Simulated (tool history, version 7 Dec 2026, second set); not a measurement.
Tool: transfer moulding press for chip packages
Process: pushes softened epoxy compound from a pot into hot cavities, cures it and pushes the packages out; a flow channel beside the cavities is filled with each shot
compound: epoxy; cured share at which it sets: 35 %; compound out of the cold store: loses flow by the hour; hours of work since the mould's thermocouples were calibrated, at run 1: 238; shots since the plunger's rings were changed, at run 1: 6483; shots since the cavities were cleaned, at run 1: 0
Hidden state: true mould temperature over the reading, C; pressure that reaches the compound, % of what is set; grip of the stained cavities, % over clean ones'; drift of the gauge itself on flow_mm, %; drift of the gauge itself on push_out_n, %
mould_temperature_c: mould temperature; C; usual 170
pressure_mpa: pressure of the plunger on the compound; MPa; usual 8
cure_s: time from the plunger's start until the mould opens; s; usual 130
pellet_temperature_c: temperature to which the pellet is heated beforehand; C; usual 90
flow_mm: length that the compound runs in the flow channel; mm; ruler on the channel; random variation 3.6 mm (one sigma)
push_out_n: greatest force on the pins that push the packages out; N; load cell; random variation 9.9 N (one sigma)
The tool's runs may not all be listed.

run,hour,mould_temperature_c,pressure_mpa,cure_s,pellet_temperature_c,hours of work since the mould's thermocouples were calibrated,shots since the plunger's rings were changed,shots since the cavities were cleaned,incoming compound's hours out of the cold store,flow_mm,push_out_n
1,0,170,8,130,90,238,6483,0,16.2,496,457
# hour 19.3: plunger's sealing rings changed
2,21.7,170,8,130,90,248,19,152,20.8,512,522
3,45.1,170,8.54,130,90,261,205,338,17.8,528,595
4,67.3,170,8,130,90,273,381,514,38.3,480,628
5,92,170,8,130,90,287,577,710,8.6,523,689
6,114.1,170,8.64,130,90,299,752,885,31.7,511,706
7,133.1,170,8,130,90,309,903,1036,16.2,507,707
# hour 149.2: cavities cleaned with cleaning compound and waxed
8,158.9,170,9.28,130,90,322,1096,77,37.2,518,497
9,175.9,170,9.28,130,90,332,1231,212,21.3,543,568
# hour 179.4: mould's thermocouples calibrated
10,189.5,170,9.28,130,90,6,1323,304,47.2,496,586
11,213.6,170,8,130,90,19,1513,494,17.4,502,641
12,230.8,170,8,130,90,28,1650,631,45.8,464,654
# hour 243.7: mould's thermocouples calibrated, once more
13,244.5,170,8,130,90,0,1743,724,38.9,475,694
14,269.3,170,8,130,90,14,1940,921,47.2,464,721
15,288.1,166,6.11,130,90,24,2089,1070,40.1,419,839
# hour 300: cavities cleaned with cleaning compound and waxed
16,301.7,166,6.11,130,90,31,2185,14,30.7,438,564
17,327.9,169,7.41,131,86,45,2392,221,43.4,451,595
18,352.2,169,7.41,131,86,58,2585,414,33,465,624
19,368.4,178,8.89,164,91,67,2714,543,20.7,515,575
20,388.1,172,8.04,167,88,78,2870,699,44.5,457,613
21,409,172,8.04,167,88,89,3036,865,12.6,503,650
22,423.5,172,8.04,167,88,97,3151,980,22.3,491,650
23,443.2,170,6.84,149,95,108,3307,1136,43.6,430,642
# hour 448.7: cavities cleaned with cleaning compound and waxed
24,459.5,163,7.85,130,96,116,3425,86,31.4,489,748
25,479.1,167,7.25,130,90,127,3580,241,34.2,461,641
26,502.6,170,7.25,113,84,140,3766,427,46.4,433,760
27,522,170,7.25,113,84,150,3920,581,13.1,478,826
28,549.1,170,6.1,113,83,165,4135,796,42.7,402,851

5 ways to go on from here, each from the tool as it stands after run 28. What would each give?
A,573.3,170,6.37,111,83,178,4327,988,9.3,?,?
B,573.3,165,8.16,130,92,178,4327,988,26.3,?,?
C,573.3,168,6.1,127,83,178,4327,988,25.4,?,?
D,573.3,172,7.27,166,83,178,4327,988,33.2,?,?
E,573.3,170,6.1,136,83,178,4327,988,13.4,?,?

run,flow_mm,push_out_n
A,457,911
B,498,918
C,430,802
D,450,610
E,443,712
Without the tool's hidden state the same runs would have given:
run,flow_mm,push_out_n
A,476,579
B,520,581
C,449,506
D,470,378
E,462,443
